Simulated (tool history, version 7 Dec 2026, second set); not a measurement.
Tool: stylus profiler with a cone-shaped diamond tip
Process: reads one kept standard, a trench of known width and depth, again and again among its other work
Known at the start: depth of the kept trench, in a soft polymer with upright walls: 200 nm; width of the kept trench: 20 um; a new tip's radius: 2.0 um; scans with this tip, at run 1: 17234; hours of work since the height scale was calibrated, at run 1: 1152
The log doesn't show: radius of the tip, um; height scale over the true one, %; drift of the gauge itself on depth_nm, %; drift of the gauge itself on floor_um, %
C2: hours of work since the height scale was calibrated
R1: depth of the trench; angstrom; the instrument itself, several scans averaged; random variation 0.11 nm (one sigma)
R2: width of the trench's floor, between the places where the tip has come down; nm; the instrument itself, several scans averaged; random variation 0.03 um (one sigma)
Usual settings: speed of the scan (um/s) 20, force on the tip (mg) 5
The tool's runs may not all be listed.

{"run": 1, "hour": 0.0, "speed of the scan (um/s)": 20, "force on the tip (mg)": 5, "scans with this tip": 17234, "C2": 1152, "R1": 2031, "R2": 17460}
{"run": 2, "hour": 44.6, "speed of the scan (um/s)": 20, "force on the tip (mg)": 13.65, "scans with this tip": 17552, "C2": 1174, "R1": 2071.8, "R2": 17530}
{"run": 3, "hour": 71.3, "speed of the scan (um/s)": 20, "force on the tip (mg)": 13.65, "scans with this tip": 17741, "C2": 1186, "R1": 2071.7, "R2": 17580}
{"run": 4, "hour": 92.5, "speed of the scan (um/s)": 20, "force on the tip (mg)": 2.46, "scans with this tip": 17892, "C2": 1196, "R1": 2015.9, "R2": 17480}
{"run": 5, "hour": 127.7, "speed of the scan (um/s)": 20, "force on the tip (mg)": 5, "scans with this tip": 18143, "C2": 1213, "R1": 2031.4, "R2": 17490}
{"run": 6, "hour": 179.8, "speed of the scan (um/s)": 20, "force on the tip (mg)": 5, "scans with this tip": 18514, "C2": 1238, "R1": 2029.2, "R2": 17440}
{"run": 7, "hour": 202.6, "speed of the scan (um/s)": 16, "force on the tip (mg)": 5, "scans with this tip": 18676, "C2": 1249, "R1": 2031.4, "R2": 17500}
{"run": 8, "hour": 240.3, "speed of the scan (um/s)": 16, "force on the tip (mg)": 5, "scans with this tip": 18944, "C2": 1267, "R1": 2032.2, "R2": 17430}
{"run": 9, "hour": 287.0, "speed of the scan (um/s)": 20, "force on the tip (mg)": 7.3, "scans with this tip": 19277, "C2": 1289, "R1": 2043.8, "R2": 17480}
{"run": 10, "hour": 320.5, "speed of the scan (um/s)": 20, "force on the tip (mg)": 7.3, "scans with this tip": 19516, "C2": 1305, "R1": 2043.2, "R2": 17440}
{"run": 11, "hour": 358.9, "speed of the scan (um/s)": 20, "force on the tip (mg)": 7.3, "scans with this tip": 19789, "C2": 1323, "R1": 2042.7, "R2": 17430}
{"run": 12, "hour": 383.0, "speed of the scan (um/s)": 20, "force on the tip (mg)": 9.3, "scans with this tip": 19961, "C2": 1335, "R1": 2052.9, "R2": 17420}
{"run": 13, "hour": 417.9, "speed of the scan (um/s)": 20, "force on the tip (mg)": 5.43, "scans with this tip": 20209, "C2": 1351, "R1": 2032.9, "R2": 17410}
{"run": 14, "hour": 469.9, "speed of the scan (um/s)": 20, "force on the tip (mg)": 5.43, "scans with this tip": 20579, "C2": 1376, "R1": 2031.9, "R2": 17390}
{"run": 15, "hour": 494.0, "speed of the scan (um/s)": 20, "force on the tip (mg)": 5.43, "scans with this tip": 20750, "C2": 1388, "R1": 2032.1, "R2": 17430}
{"run": 16, "hour": 518.0, "speed of the scan (um/s)": 14, "force on the tip (mg)": 2.12, "scans with this tip": 20921, "C2": 1399, "R1": 2012.5, "R2": 17410}
{"run": 17, "hour": 547.9, "speed of the scan (um/s)": 54, "force on the tip (mg)": 3.69, "scans with this tip": 21134, "C2": 1413, "R1": 2021, "R2": 17240}
{"run": 18, "hour": 591.7, "speed of the scan (um/s)": 54, "force on the tip (mg)": 3.69, "scans with this tip": 21446, "C2": 1434, "R1": 2018.9, "R2": 17280}
{"run": 19, "hour": 634.7, "speed of the scan (um/s)": 54, "force on the tip (mg)": 3.69, "scans with this tip": 21752, "C2": 1455, "R1": 2020.8, "R2": 17200}
{"run": 20, "hour": 660.3, "speed of the scan (um/s)": 74, "force on the tip (mg)": 14.33, "scans with this tip": 21934, "C2": 1467, "R1": 2072, "R2": 17300}
{"run": 21, "hour": 681.9, "speed of the scan (um/s)": 37, "force on the tip (mg)": 4.07, "scans with this tip": 22088, "C2": 1477, "R1": 2022.8, "R2": 17290}
{"run": 22, "hour": 725.5, "speed of the scan (um/s)": 20, "force on the tip (mg)": 4.13, "scans with this tip": 22398, "C2": 1498, "R1": 2022.8, "R2": 17350}
{"run": 23, "hour": 757.8, "speed of the scan (um/s)": 40, "force on the tip (mg)": 7.02, "scans with this tip": 22628, "C2": 1513, "R1": 2039.9, "R2": 17290}
{"run": 24, "hour": 800.5, "speed of the scan (um/s)": 40, "force on the tip (mg)": 7.02, "scans with this tip": 22932, "C2": 1534, "R1": 2039.2, "R2": 17220}
{"run": 25, "hour": 838.1, "speed of the scan (um/s)": 40, "force on the tip (mg)": 7.02, "scans with this tip": 23200, "C2": 1551, "R1": 2037.7, "R2": 17280}
{"run": 26, "hour": 886.0, "speed of the scan (um/s)": 26, "force on the tip (mg)": 7.02, "scans with this tip": 23541, "C2": 1574, "R1": 2038, "R2": 17320}

4 ways to go on from here, each from the tool as it stands after run 26. What would each give?
{"run": "A", "hour": 927.4, "speed of the scan (um/s)": 70, "force on the tip (mg)": 2.36, "scans with this tip": 23835, "C2": 1594, "R1": "?", "R2": "?"}
{"run": "B", "hour": 927.4, "speed of the scan (um/s)": 48, "force on the tip (mg)": 7.02, "scans with this tip": 23835, "C2": 1594, "R1": "?", "R2": "?"}
{"run": "C", "hour": 927.4, "speed of the scan (um/s)": 7, "force on the tip (mg)": 8.98, "scans with this tip": 23835, "C2": 1594, "R1": "?", "R2": "?"}
{"run": "D", "hour": 927.4, "speed of the scan (um/s)": 30, "force on the tip (mg)": 2.72, "scans with this tip": 23835, "C2": 1594, "R1": "?", "R2": "?"}

run=A R1=2012.3 R2=17000
run=B R1=2035.5 R2=17250
run=C R1=2047.7 R2=17380
run=D R1=2011.8 R2=17220
Without the tool's hidden state the same runs would have given:
run=A R1=2026.4 R2=17860
run=B R1=2049.9 R2=18110
run=C R1=2062.2 R2=18240
run=D R1=2026 R2=18080
